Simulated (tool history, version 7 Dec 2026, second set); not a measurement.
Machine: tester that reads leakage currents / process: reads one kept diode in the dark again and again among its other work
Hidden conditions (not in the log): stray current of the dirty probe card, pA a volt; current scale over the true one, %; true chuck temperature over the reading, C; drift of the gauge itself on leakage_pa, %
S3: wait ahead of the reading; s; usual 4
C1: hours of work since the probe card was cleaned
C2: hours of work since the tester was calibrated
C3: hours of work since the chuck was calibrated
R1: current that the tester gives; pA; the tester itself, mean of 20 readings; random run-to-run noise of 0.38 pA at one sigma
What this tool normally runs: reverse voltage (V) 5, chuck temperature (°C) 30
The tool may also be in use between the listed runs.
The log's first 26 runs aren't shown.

{"run": 27, "hour": 645.2, "reverse voltage (V)": 3.66, "chuck temperature (°C)": 25, "S3": 3.03, "C1": 81, "C2": 800, "C3": 491, "R1": 80.25}
{"run": 28, "hour": 662.7, "reverse voltage (V)": 1.13, "chuck temperature (°C)": 22, "S3": 2.96, "C1": 89, "C2": 808, "C3": 499, "R1": 32.67}
{"hour": 677.3, "done": "probe card cleaned and baked, once more"}
{"run": 29, "hour": 699.8, "reverse voltage (V)": 1.17, "chuck temperature (°C)": 22, "S3": 2.96, "C1": 10, "C2": 824, "C3": 514, "R1": 30.57}
{"run": 30, "hour": 730.5, "reverse voltage (V)": 1.22, "chuck temperature (°C)": 22, "S3": 2.39, "C1": 24, "C2": 838, "C3": 528, "R1": 31.48}
{"hour": 764.9, "done": "chuck's temperature calibrated"}
{"run": 31, "hour": 764.9, "reverse voltage (V)": 19.42, "chuck temperature (°C)": 55, "S3": 4, "C1": 39, "C2": 852, "C3": 0, "R1": 1924.16}
{"run": 32, "hour": 781.0, "reverse voltage (V)": 8.75, "chuck temperature (°C)": 27, "S3": 4, "C1": 46, "C2": 860, "C3": 7, "R1": 124.69}
{"run": 33, "hour": 808.6, "reverse voltage (V)": 1.37, "chuck temperature (°C)": 21, "S3": 8.57, "C1": 59, "C2": 872, "C3": 20, "R1": 28.08}
{"run": 34, "hour": 826.1, "reverse voltage (V)": 5, "chuck temperature (°C)": 40, "S3": 4, "C1": 67, "C2": 880, "C3": 28, "R1": 292.93}
{"run": 35, "hour": 856.9, "reverse voltage (V)": 1.01, "chuck temperature (°C)": 40, "S3": 3.44, "C1": 81, "C2": 894, "C3": 42, "R1": 129.85}
{"run": 36, "hour": 893.9, "reverse voltage (V)": 1.19, "chuck temperature (°C)": 51, "S3": 1.25, "C1": 98, "C2": 911, "C3": 59, "R1": 343.13}
{"run": 37, "hour": 921.4, "reverse voltage (V)": 1.19, "chuck temperature (°C)": 51, "S3": 1.25, "C1": 111, "C2": 924, "C3": 71, "R1": 345.75}
{"run": 38, "hour": 941.0, "reverse voltage (V)": 1.54, "chuck temperature (°C)": 46, "S3": 6.05, "C1": 119, "C2": 933, "C3": 80, "R1": 263.77}
{"run": 39, "hour": 967.4, "reverse voltage (V)": 3.96, "chuck temperature (°C)": 30, "S3": 4, "C1": 132, "C2": 945, "C3": 92, "R1": 111.45}
{"run": 40, "hour": 1003.4, "reverse voltage (V)": 3.96, "chuck temperature (°C)": 30, "S3": 4, "C1": 148, "C2": 961, "C3": 109, "R1": 111.7}

Alternative continuations, all from the tool just after run 40; predict every row:
{"run": "A", "hour": 1032.1, "reverse voltage (V)": 4.71, "chuck temperature (°C)": 28, "S3": 1.52, "C1": 161, "C2": 974, "C3": 122, "R1": "?"}
{"run": "B", "hour": 1032.1, "reverse voltage (V)": 5, "chuck temperature (°C)": 30, "S3": 3.17, "C1": 161, "C2": 974, "C3": 122, "R1": "?"}
{"run": "C", "hour": 1032.1, "reverse voltage (V)": 5.7, "chuck temperature (°C)": 30, "S3": 4, "C1": 161, "C2": 974, "C3": 122, "R1": "?"}
{"run": "D", "hour": 1032.1, "reverse voltage (V)": 5, "chuck temperature (°C)": 22, "S3": 4, "C1": 161, "C2": 974, "C3": 122, "R1": "?"}

run=A R1=102.49
run=B R1=126.48
run=C R1=135.66
run=D R1=61.39
Without the tool's hidden state the same runs would have given:
run=A R1=100.91
run=B R1=124.67
run=C R1=133.67
run=D R1=60.07
